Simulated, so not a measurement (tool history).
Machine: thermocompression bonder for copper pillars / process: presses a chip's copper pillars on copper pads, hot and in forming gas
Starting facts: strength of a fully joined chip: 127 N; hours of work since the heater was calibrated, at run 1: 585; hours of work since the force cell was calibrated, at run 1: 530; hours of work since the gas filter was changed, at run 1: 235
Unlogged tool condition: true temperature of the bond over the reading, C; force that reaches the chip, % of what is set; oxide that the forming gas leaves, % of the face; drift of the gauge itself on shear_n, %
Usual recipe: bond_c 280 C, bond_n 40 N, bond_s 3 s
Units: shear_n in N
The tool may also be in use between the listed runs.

run,hour,bond_c,bond_n,bond_s,hours of work since the heater was calibrated,hours of work since the force cell was calibrated,hours of work since the gas filter was changed,shear_n
1,0.0,280,40,3,585,530,235,85.7
2,21.3,280,40,3,598,544,249,86.1
3,42.0,280,40,3,612,557,262,84.2
4,57.7,280,40,3,622,567,272,83.2
5,69.6,261,40,3,629,575,280,67.1
# hour 82.4: forming gas filter changed
6,87.5,261,40,3,641,586,3,71.3
7,103.9,280,40,3,651,597,14,86.5
8,122.0,280,57,3,663,608,26,105.0
9,135.5,280,40,6,672,617,34,102.9
10,146.1,280,40,6,678,624,41,103.1
11,167.8,280,40,6,692,638,55,99.2
12,180.6,280,33,6,701,646,63,92.1
13,200.3,280,33,6,713,659,76,91.1
14,213.5,280,33,6,722,667,84,92.6
15,231.0,280,40,3,733,679,96,86.2
16,251.1,280,40,3,746,692,109,87.0
17,272.4,280,40,3,760,705,122,85.7
18,281.9,280,40,3,766,711,129,84.4
# hour 285.4: heater calibrated with a thermocouple chip
19,303.7,280,40,3,12,724,141,82.2
20,323.8,280,40,3,25,737,154,80.9
21,346.9,280,40,3,40,752,169,81.1
22,357.4,291,40,2,46,759,176,82.1
23,367.7,291,40,2,53,765,183,81.3
24,380.8,291,40,2,62,774,191,81.7
25,398.9,282,57,2,73,786,203,91.4
# hour 408.4: heater calibrated with a thermocouple chip, once more
26,421.0,280,40,2,8,799,216,82.8
27,432.6,303,35,9,16,806,223,116.3
28,442.8,258,40,8,22,813,230,94.6
29,464.9,280,26,6,36,827,244,86.4
30,485.3,280,26,6,50,840,257,84.5
31,495.7,293,26,6,56,847,264,93.9
32,505.9,283,38,3,63,853,270,89.7
33,524.3,283,38,3,75,865,282,89.3
# hour 532.8: forming gas filter changed
34,547.3,283,38,3,89,880,9,93.7
35,569.7,308,24,3,104,894,24,89.7
36,592.6,308,24,3,118,909,38,90.0
37,612.5,280,40,3,131,922,51,92.2

Predict each of these 5 candidate next runs independently; none follows another, all start after run 37:
A,625.2,283,48,3,139,930,60,?
B,625.2,305,28,8,139,930,60,?
C,625.2,260,40,3,139,930,60,?
D,625.2,280,40,7,139,930,60,?
E,625.2,308,33,3,139,930,60,?

run,shear_n
A,103.2
B,110.5
C,76.2
D,108.1
E,103.3
Without the tool's hidden state the same runs would have given:
run,shear_n
A,104.2
B,111.5
C,76.9
D,109.2
E,104.2
